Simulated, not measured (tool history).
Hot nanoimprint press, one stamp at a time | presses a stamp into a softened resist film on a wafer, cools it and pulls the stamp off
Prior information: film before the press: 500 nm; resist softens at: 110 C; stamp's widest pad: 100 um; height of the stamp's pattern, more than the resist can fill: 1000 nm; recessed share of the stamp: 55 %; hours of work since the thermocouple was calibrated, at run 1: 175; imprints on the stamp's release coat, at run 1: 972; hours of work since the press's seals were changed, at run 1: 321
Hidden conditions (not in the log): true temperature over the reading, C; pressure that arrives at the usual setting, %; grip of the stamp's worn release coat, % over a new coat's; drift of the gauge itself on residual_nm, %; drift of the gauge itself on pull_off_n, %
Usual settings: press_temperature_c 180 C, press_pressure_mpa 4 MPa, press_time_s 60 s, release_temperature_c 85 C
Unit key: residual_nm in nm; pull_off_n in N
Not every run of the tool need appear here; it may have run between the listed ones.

run	day	press_temperature_c	press_pressure_mpa	press_time_s	release_temperature_c	hours of work since the thermocouple was calibrated	imprints on the stamp's release coat	hours of work since the press's seals were changed	residual_nm	pull_off_n
1	0	180	4	60	85	175	972	321	267.1	105
2	1.362	180	4	103	85	196	1035	342	222.6	104
3	2.471	180	4	60	75	213	1086	359	267.9	129
4	3.829	180	4	60	75	233	1148	380	268.6	131
5	4.933	180	4.79	60	85	250	1199	396	249.4	108
6	7.129	180	4.79	60	85	284	1300	430	252.1	110
# day 8.271: plate thermocouple calibrated
7	8.708	180	4	60	81	7	1367	452	261.6	117
8	9.696	180	4	60	81	22	1412	467	260.6	118
9	11.838	180	3.47	60	81	54	1510	499	277.6	121
10	13	180	3.47	60	81	72	1564	517	280.7	121
11	14.288	180	4.64	60	85	91	1623	537	248.6	110
12	16.212	180	4.64	60	85	121	1711	566	251.2	113
13	17.938	180	4	60	76	147	1790	592	267.8	136
14	19.579	180	4	60	85	172	1866	617	270.1	113
15	21.75	180	4	60	85	205	1965	650	269.7	115
16	22.638	168	4	36	70	218	2006	663	413.2	156
17	24.121	189	2.61	58	92	241	2074	686	252.1	99
# day 25.458: press's hydraulic seals changed and the load cell set to zero
18	25.667	190	2.61	58	92	259	2130	3	241.1	100
# day 26.25: stamp cleaned and given a new release coat
19	27.604	180	2.61	58	92	285	63	29	322.4	82
# day 28.771: plate thermocouple calibrated
20	29.733	176	4.03	60	85	15	154	59	291	95
21	31.162	188	4.3	47	85	36	220	81	212.7	95
22	32.346	180	6.12	59	85	54	274	99	214.5	98
23	33.808	180	6.12	59	85	77	342	121	215.3	96
24	34.729	180	2.55	49	90	90	384	135	332.5	88
25	36.479	180	2.55	49	90	117	464	162	332.9	90
26	38.65	180	2.55	49	90	150	564	195	333.8	89
27	40.329	180	2.55	82	81	176	641	220	290	113
28	41.775	180	2.48	60	82	197	707	242	321.8	110
29	43.404	180	2.48	60	82	222	782	267	323.2	110

Alternative continuations, all from the tool just after run 29; predict every row:
A	45.146	180	4.02	60	82	249	862	293	?	?
B	45.146	176	3.8	60	83	249	862	293	?	?
C	45.146	182	2.48	60	90	249	862	293	?	?
D	45.146	180	2.48	120	82	249	862	293	?	?

run	residual_nm	pull_off_n
A	268.6	109
B	310.1	109
C	307.9	93
D	263.6	113
Without the tool's unlogged condition, the same runs would have read:
run	residual_nm	pull_off_n
A	257.4	97
B	298.2	98
C	297.6	83
D	253.3	101
